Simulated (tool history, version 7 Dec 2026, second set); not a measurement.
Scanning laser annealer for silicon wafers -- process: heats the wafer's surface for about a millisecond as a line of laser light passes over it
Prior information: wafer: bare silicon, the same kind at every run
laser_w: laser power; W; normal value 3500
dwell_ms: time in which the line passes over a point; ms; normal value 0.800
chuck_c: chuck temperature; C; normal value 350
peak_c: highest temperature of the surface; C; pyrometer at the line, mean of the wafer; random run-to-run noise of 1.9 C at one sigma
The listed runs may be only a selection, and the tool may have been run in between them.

{"run": 1, "day": 0.0, "laser_w": 3500, "dwell_ms": 0.8, "chuck_c": 350, "peak_c": 1086}
{"run": 2, "day": 1.112, "laser_w": 3249, "dwell_ms": 0.8, "chuck_c": 350, "peak_c": 1023}
{"run": 3, "day": 2.229, "laser_w": 3249, "dwell_ms": 0.8, "chuck_c": 350, "peak_c": 1024}
{"run": 4, "day": 3.346, "laser_w": 3249, "dwell_ms": 0.8, "chuck_c": 350, "peak_c": 1020}
{"run": 5, "day": 4.771, "laser_w": 3500, "dwell_ms": 0.835, "chuck_c": 350, "peak_c": 1098}
{"run": 6, "day": 6.408, "laser_w": 3500, "dwell_ms": 0.835, "chuck_c": 350, "peak_c": 1097}
{"run": 7, "day": 7.329, "laser_w": 3500, "dwell_ms": 0.835, "chuck_c": 341, "peak_c": 1088}
{"run": 8, "day": 8.842, "laser_w": 3026, "dwell_ms": 0.8, "chuck_c": 350, "peak_c": 961}
{"run": 9, "day": 10.546, "laser_w": 3026, "dwell_ms": 0.8, "chuck_c": 350, "peak_c": 959}
{"run": 10, "day": 11.612, "laser_w": 3026, "dwell_ms": 0.8, "chuck_c": 350, "peak_c": 957}
{"run": 11, "day": 13.133, "laser_w": 3679, "dwell_ms": 0.8, "chuck_c": 350, "peak_c": 1120}
{"run": 12, "day": 14.212, "laser_w": 3679, "dwell_ms": 0.8, "chuck_c": 350, "peak_c": 1116}
{"run": 13, "day": 15.975, "laser_w": 3679, "dwell_ms": 0.8, "chuck_c": 350, "peak_c": 1117}
{"run": 14, "day": 17.021, "laser_w": 3679, "dwell_ms": 0.8, "chuck_c": 350, "peak_c": 1114}
{"run": 15, "day": 18.762, "laser_w": 3500, "dwell_ms": 0.8, "chuck_c": 350, "peak_c": 1069}
{"day": 18.996, "done": "window over the wafer cleaned"}
{"run": 16, "day": 20.65, "laser_w": 3500, "dwell_ms": 0.8, "chuck_c": 350, "peak_c": 1058}
{"run": 17, "day": 22.112, "laser_w": 3500, "dwell_ms": 0.8, "chuck_c": 350, "peak_c": 1056}
{"run": 18, "day": 23.988, "laser_w": 3500, "dwell_ms": 0.8, "chuck_c": 350, "peak_c": 1053}
{"run": 19, "day": 25.379, "laser_w": 3500, "dwell_ms": 0.8, "chuck_c": 378, "peak_c": 1081}
{"run": 20, "day": 27.067, "laser_w": 3500, "dwell_ms": 0.8, "chuck_c": 378, "peak_c": 1076}
{"run": 21, "day": 28.842, "laser_w": 3500, "dwell_ms": 0.8, "chuck_c": 378, "peak_c": 1079}
{"day": 29.212, "done": "window over the wafer cleaned, once more"}
{"run": 22, "day": 30.971, "laser_w": 3500, "dwell_ms": 0.8, "chuck_c": 378, "peak_c": 1119}
{"run": 23, "day": 31.796, "laser_w": 3355, "dwell_ms": 0.879, "chuck_c": 350, "peak_c": 1091}
{"run": 24, "day": 33.296, "laser_w": 3109, "dwell_ms": 0.723, "chuck_c": 389, "peak_c": 998}
{"run": 25, "day": 34.596, "laser_w": 3068, "dwell_ms": 0.723, "chuck_c": 341, "peak_c": 941}
{"run": 26, "day": 35.646, "laser_w": 3068, "dwell_ms": 0.723, "chuck_c": 341, "peak_c": 941}
{"run": 27, "day": 36.762, "laser_w": 3068, "dwell_ms": 0.723, "chuck_c": 341, "peak_c": 939}
{"run": 28, "day": 38.408, "laser_w": 3068, "dwell_ms": 0.723, "chuck_c": 341, "peak_c": 937}
{"run": 29, "day": 40.171, "laser_w": 3068, "dwell_ms": 0.723, "chuck_c": 341, "peak_c": 935}
{"run": 30, "day": 41.708, "laser_w": 3757, "dwell_ms": 0.665, "chuck_c": 382, "peak_c": 1106}
{"run": 31, "day": 43.117, "laser_w": 3158, "dwell_ms": 0.8, "chuck_c": 350, "peak_c": 991}
{"run": 32, "day": 45.021, "laser_w": 3158, "dwell_ms": 0.8, "chuck_c": 350, "peak_c": 995}
{"run": 33, "day": 46.296, "laser_w": 3500, "dwell_ms": 0.607, "chuck_c": 328, "peak_c": 963}
{"run": 34, "day": 48.192, "laser_w": 3500, "dwell_ms": 0.607, "chuck_c": 328, "peak_c": 961}
{"run": 35, "day": 49.225, "laser_w": 3500, "dwell_ms": 0.741, "chuck_c": 371, "peak_c": 1068}
{"run": 36, "day": 50.862, "laser_w": 3500, "dwell_ms": 0.741, "chuck_c": 371, "peak_c": 1068}
{"run": 37, "day": 51.888, "laser_w": 3500, "dwell_ms": 0.836, "chuck_c": 379, "peak_c": 1117}
{"run": 38, "day": 53.312, "laser_w": 3074, "dwell_ms": 0.731, "chuck_c": 353, "peak_c": 945}
{"run": 39, "day": 55.333, "laser_w": 3074, "dwell_ms": 0.731, "chuck_c": 353, "peak_c": 940}
{"day": 57.296, "done": "optics aligned, line set to its width"}
{"run": 40, "day": 57.325, "laser_w": 3409, "dwell_ms": 0.8, "chuck_c": 378, "peak_c": 1101}

What if the next run were any one of these 3? Each begins from the tool's condition after run 40:
{"run": "A", "day": 58.438, "laser_w": 3153, "dwell_ms": 0.593, "chuck_c": 383, "peak_c": "?"}
{"run": "B", "day": 58.438, "laser_w": 3500, "dwell_ms": 0.8, "chuck_c": 331, "peak_c": "?"}
{"run": "C", "day": 58.438, "laser_w": 3409, "dwell_ms": 0.8, "chuck_c": 364, "peak_c": "?"}

run=A peak_c=946
run=B peak_c=1073
run=C peak_c=1081
What these runs would have given with no unlogged condition in the tool:
run=A peak_c=964
run=B peak_c=1096
run=C peak_c=1103

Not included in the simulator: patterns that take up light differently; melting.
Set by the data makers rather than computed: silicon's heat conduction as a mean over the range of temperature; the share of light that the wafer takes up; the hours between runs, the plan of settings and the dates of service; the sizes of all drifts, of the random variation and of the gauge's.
